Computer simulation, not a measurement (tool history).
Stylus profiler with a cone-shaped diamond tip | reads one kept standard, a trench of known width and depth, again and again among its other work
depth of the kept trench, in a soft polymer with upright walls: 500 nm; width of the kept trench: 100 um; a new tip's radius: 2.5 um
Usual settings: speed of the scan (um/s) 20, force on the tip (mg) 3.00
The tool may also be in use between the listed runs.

run    hour  speed of the scan (um/s)  force on the tip (mg)  depth of the trench (Å)  width of the trench's floor (µm)
  1     0.0                        20                   3.00                   5027.6                             96.40
  2    42.0                        20                   3.00                   5029.6                             96.36
  3   110.1                         7                   3.00                   5029.2                             96.28
  4   178.0                         7                   3.00                   5027.3                             96.28
  5   245.0                        20                   3.00                   5027.0                             96.05
  6   331.3                         8                   3.00                   5026.0                             95.99
  7   410.4                         8                   3.00                   5025.3                             95.93
  8   471.3                        20                   1.11                   5011.2                             95.71
  9   554.7                        20                   1.11                   5009.2                             95.62
 10   639.9                        20                   1.67                   5013.7                             95.57
 11   705.5                        61                   3.00                   5025.2                             95.31
 12   747.2                        20                   1.87                   5015.8                             95.48
 13   829.3                        20                   1.87                   5013.2                             95.34
 14   908.3                        20                   1.87                   5015.2                             95.33
 15   969.2                        20                   1.87                   5013.0                             95.15
 16  1019.4                        26                   1.87                   5013.5                             95.11
 17  1091.6                        68                   1.87                   5012.9                             94.74
 18  1151.7                        50                   3.00                   5019.8                             94.89
 19  1208.9                        50                   3.00                   5020.3                             94.82
 20  1291.1                        50                   3.00                   5019.2                             94.73
 21  1332.3                        20                   3.00                   5020.9                             94.92
 22  1422.6                        20                   3.00                   5018.0                             94.81
 23  1462.7                        20                   1.12                   5003.5                             94.71
 24  1554.0                        60                   3.41                   5020.2                             94.48
 25  1620.6                        21                   7.73                   5044.1                             94.68
 26  1685.2                        12                   1.92                   5009.3                             94.57
 27  1722.7                        40                   1.11                   5002.0                             94.25
 28  1790.8                        40                   1.11                   5001.7                             94.15
 29  1859.4                         8                   7.09                   5039.3                             94.45
 30  1948.2                        33                   1.12                   5000.6                             94.11
 31  2033.5                        22                   6.36                   5033.8                             94.32
     2076.0  -- new tip fitted, height scale calibrated
 32  2109.4                         6                   1.38                   5019.4                             96.82
 33  2192.1                         6                   1.38                   5019.4                             96.76
 34  2245.2                        44                   1.72                   5021.1                             96.36
 35  2298.5                        51                   8.06                   5059.0                             96.47
 36  2354.0                         6                   5.92                   5046.5                             96.54
 37  2426.0                         7                   3.67                   5034.1                             96.37
 38  2471.9                         7                   3.67                   5033.0                             96.41
 39  2545.3                        13                   1.70                   5018.8                             96.23
 40  2609.4                        11                   1.66                   5018.2                             96.17
 41  2667.0                        35                   1.56                   5017.7                             95.85
 42  2756.3                        35                   1.56                   5017.7                             95.75
 43  2848.0                         6                   3.01                   5027.1                             95.93
 44  2904.8                        16                   8.78                   5058.7                             95.83
 45  2972.1                        16                   8.78                   5059.1                             95.72
 46  3062.4                         7                   4.87                   5038.8                             95.70

Forecast each of these 3 alternatives for the next run:
  A  3133.2                        73                   6.66                        ?                                 ?
  B  3133.2                        39                   4.87                        ?                                 ?
  C  3133.2                        20                   1.06                        ?                                 ?

run  depth of the trench (Å)  width of the trench's floor (µm)
  A                   5047.3                             95.37
  B                   5038.1                             95.42
  C                   5010.5                             95.43
Without the tool's hidden state the same runs would have given:
run  depth of the trench (Å)  width of the trench's floor (µm)
  A                   5053.1                             96.75
  B                   5043.8                             96.80
  C                   5016.2                             96.81
